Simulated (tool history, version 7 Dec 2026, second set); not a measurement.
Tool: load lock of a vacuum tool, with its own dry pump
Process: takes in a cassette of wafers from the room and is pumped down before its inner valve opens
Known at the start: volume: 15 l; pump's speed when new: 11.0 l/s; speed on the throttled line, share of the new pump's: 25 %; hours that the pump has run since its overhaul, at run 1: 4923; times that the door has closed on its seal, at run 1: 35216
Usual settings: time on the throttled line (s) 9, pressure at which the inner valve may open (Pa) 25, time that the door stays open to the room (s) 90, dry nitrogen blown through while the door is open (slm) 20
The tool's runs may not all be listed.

run    hour  time on the throttled line (s)  pressure at which the inner valve may open (Pa)  time that the door stays open to the room (s)  dry nitrogen blown through while the door is open (slm)  hours that the pump has run since its overhaul  times that the door has closed on its seal  incoming humidity of the room's air, %  time from the closed door until the inner valve may open (s)  rise of the pressure with all valves shut (Pa/min)
  1     0.0                               9                                               25                                             90                                                       20                                            4923                                       35216                                    46.3                                                          18.9                                               0.220
  2   451.3                               9                                               25                                             90                                                       20                                            5374                                       36416                                    46.8                                                          18.7                                               0.241
  3   901.8                               9                                               25                                             90                                                       20                                            5825                                       37614                                    45.6                                                          18.8                                               0.247
  4  1228.7                              14                                               25                                             90                                                       20                                            6152                                       38483                                    41.9                                                          22.2                                               0.254
  5  1502.8                              14                                               25                                             90                                                       20                                            6426                                       39212                                    42.3                                                          22.7                                               0.257
  6  1823.4                               9                                               25                                             90                                                       20                                            6746                                       40064                                    47.3                                                          19.1                                               0.276
  7  2049.8                               5                                               48                                            106                                                       19                                            6973                                       40666                                    47.6                                                          15.2                                               0.284
  8  2511.4                              17                                               19                                            112                                                       32                                            7435                                       41894                                    43.6                                                          25.5                                               0.275
  9  2801.9                               9                                               25                                             90                                                       25                                            7725                                       42666                                    47.1                                                          19.7                                               0.288
 10  3259.0                               5                                               20                                             90                                                       15                                            8182                                       43881                                    43.0                                                          17.2                                               0.309
 11  3714.2                               6                                               20                                             90                                                       16                                            8637                                       45092                                    44.3                                                          17.9                                               0.321

Forecast each of these 3 alternatives for the next run:
  A  3919.9                               8                                               25                                            233                                                       20                                            8843                                       45639                                    46.2                                                             ?                                                   ?
  B  3919.9                              13                                               20                                             55                                                       11                                            8843                                       45639                                    42.5                                                             ?                                                   ?
  C  3919.9                               5                                               25                                             90                                                        7                                            8843                                       45639                                    41.2                                                             ?                                                   ?

run  time from the closed door until the inner valve may open (s)  rise of the pressure with all valves shut (Pa/min)
  A                                                          18.7                                               0.363
  B                                                          23.0                                               0.327
  C                                                          16.9                                               0.345
Without the tool's hidden state the same runs would have given:
run  time from the closed door until the inner valve may open (s)  rise of the pressure with all valves shut (Pa/min)
  A                                                          17.3                                               0.091
  B                                                          21.8                                               0.054
  C                                                          15.4                                               0.079
